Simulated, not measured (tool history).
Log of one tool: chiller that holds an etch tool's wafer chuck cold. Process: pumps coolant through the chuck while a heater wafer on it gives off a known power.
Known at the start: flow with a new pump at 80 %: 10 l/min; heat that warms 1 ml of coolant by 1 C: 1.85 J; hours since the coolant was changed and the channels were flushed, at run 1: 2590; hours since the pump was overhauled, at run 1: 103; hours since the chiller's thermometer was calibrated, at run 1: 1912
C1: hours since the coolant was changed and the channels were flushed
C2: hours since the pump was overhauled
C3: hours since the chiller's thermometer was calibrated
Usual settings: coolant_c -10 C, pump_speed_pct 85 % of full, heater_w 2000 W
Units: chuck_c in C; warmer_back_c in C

{"run": 1, "hour": 0.0, "coolant_c": -10, "pump_speed_pct": 85, "heater_w": 2000, "C1": 2590, "C2": 103, "C3": 1912, "chuck_c": 5.1, "warmer_back_c": 6.1}
{"run": 2, "hour": 97.7, "coolant_c": -10, "pump_speed_pct": 85, "heater_w": 2000, "C1": 2688, "C2": 201, "C3": 2010, "chuck_c": 5.2, "warmer_back_c": 6.09}
{"run": 3, "hour": 168.2, "coolant_c": -10, "pump_speed_pct": 85, "heater_w": 2000, "C1": 2758, "C2": 271, "C3": 2080, "chuck_c": 5.4, "warmer_back_c": 6.1}
{"hour": 267.6, "done": "chiller's thermometer calibrated"}
{"run": 4, "hour": 269.4, "coolant_c": -10, "pump_speed_pct": 66, "heater_w": 2000, "C1": 2859, "C2": 372, "C3": 2, "chuck_c": 8.6, "warmer_back_c": 7.99}
{"run": 5, "hour": 338.8, "coolant_c": -10, "pump_speed_pct": 85, "heater_w": 1227, "C1": 2928, "C2": 441, "C3": 71, "chuck_c": -0.3, "warmer_back_c": 3.73}
{"run": 6, "hour": 473.3, "coolant_c": -10, "pump_speed_pct": 85, "heater_w": 1227, "C1": 3063, "C2": 576, "C3": 206, "chuck_c": -0.4, "warmer_back_c": 3.79}
{"run": 7, "hour": 591.4, "coolant_c": -10, "pump_speed_pct": 85, "heater_w": 1227, "C1": 3181, "C2": 694, "C3": 324, "chuck_c": -0.3, "warmer_back_c": 3.8}
{"run": 8, "hour": 671.9, "coolant_c": -9, "pump_speed_pct": 85, "heater_w": 1227, "C1": 3261, "C2": 774, "C3": 404, "chuck_c": 0.8, "warmer_back_c": 3.83}
{"run": 9, "hour": 799.5, "coolant_c": -9, "pump_speed_pct": 85, "heater_w": 1003, "C1": 3389, "C2": 902, "C3": 532, "chuck_c": -0.8, "warmer_back_c": 3.14}
{"run": 10, "hour": 899.1, "coolant_c": -10, "pump_speed_pct": 85, "heater_w": 2000, "C1": 3488, "C2": 1001, "C3": 631, "chuck_c": 6.1, "warmer_back_c": 6.2}
{"run": 11, "hour": 1065.5, "coolant_c": -16, "pump_speed_pct": 85, "heater_w": 2115, "C1": 3655, "C2": 1168, "C3": 798, "chuck_c": 1.3, "warmer_back_c": 6.61}
{"run": 12, "hour": 1213.2, "coolant_c": -3, "pump_speed_pct": 99, "heater_w": 2000, "C1": 3802, "C2": 1315, "C3": 946, "chuck_c": 11.6, "warmer_back_c": 5.32}
{"hour": 1257.4, "done": "coolant changed, channels flushed"}
{"run": 13, "hour": 1346.2, "coolant_c": -6, "pump_speed_pct": 68, "heater_w": 1127, "C1": 89, "C2": 1442, "C3": 1073, "chuck_c": 3.1, "warmer_back_c": 4.47}
{"run": 14, "hour": 1501.9, "coolant_c": -6, "pump_speed_pct": 68, "heater_w": 1127, "C1": 244, "C2": 1598, "C3": 1228, "chuck_c": 3.3, "warmer_back_c": 4.46}
{"run": 15, "hour": 1592.0, "coolant_c": -6, "pump_speed_pct": 68, "heater_w": 1127, "C1": 335, "C2": 1688, "C3": 1318, "chuck_c": 3.2, "warmer_back_c": 4.48}
{"run": 16, "hour": 1740.9, "coolant_c": -11, "pump_speed_pct": 85, "heater_w": 2000, "C1": 484, "C2": 1837, "C3": 1467, "chuck_c": 3.3, "warmer_back_c": 6.33}
{"run": 17, "hour": 1853.4, "coolant_c": -11, "pump_speed_pct": 85, "heater_w": 2000, "C1": 596, "C2": 1950, "C3": 1580, "chuck_c": 3.4, "warmer_back_c": 6.3}
{"run": 18, "hour": 1999.8, "coolant_c": -13, "pump_speed_pct": 90, "heater_w": 2000, "C1": 742, "C2": 2096, "C3": 1726, "chuck_c": 1.1, "warmer_back_c": 5.93}
{"run": 19, "hour": 2092.1, "coolant_c": -13, "pump_speed_pct": 90, "heater_w": 2000, "C1": 835, "C2": 2188, "C3": 1818, "chuck_c": 1.3, "warmer_back_c": 5.97}

Hidden state or all else? Some run-to-run changes of chuck_c, split into what the settings, what came in and random variation would give without the hidden state, and what is left for the hidden state (with any gauge scatter that isn't in both results):
The hidden state here: heat passed by the chuck's channels, % of clean ones'; flow at a given pump speed, % of a new pump's; coolant's true temperature over the reading, C; drift of the gauge itself on chuck_c, C; drift of the gauge itself on warmer_back_c, C.
Run 11 -> 12: coolant_c -16 -> -3, pump_speed_pct 85 -> 99, heater_w 2115 -> 2000. chuck_c +10.3 C: hidden state -0.2, all else +10.5.
Run 12 -> 13: coolant_c -3 -> -6, pump_speed_pct 99 -> 68, heater_w 2000 -> 1127, coolant changed, channels flushed. chuck_c -8.5 C: hidden state -2.1, all else -6.4.

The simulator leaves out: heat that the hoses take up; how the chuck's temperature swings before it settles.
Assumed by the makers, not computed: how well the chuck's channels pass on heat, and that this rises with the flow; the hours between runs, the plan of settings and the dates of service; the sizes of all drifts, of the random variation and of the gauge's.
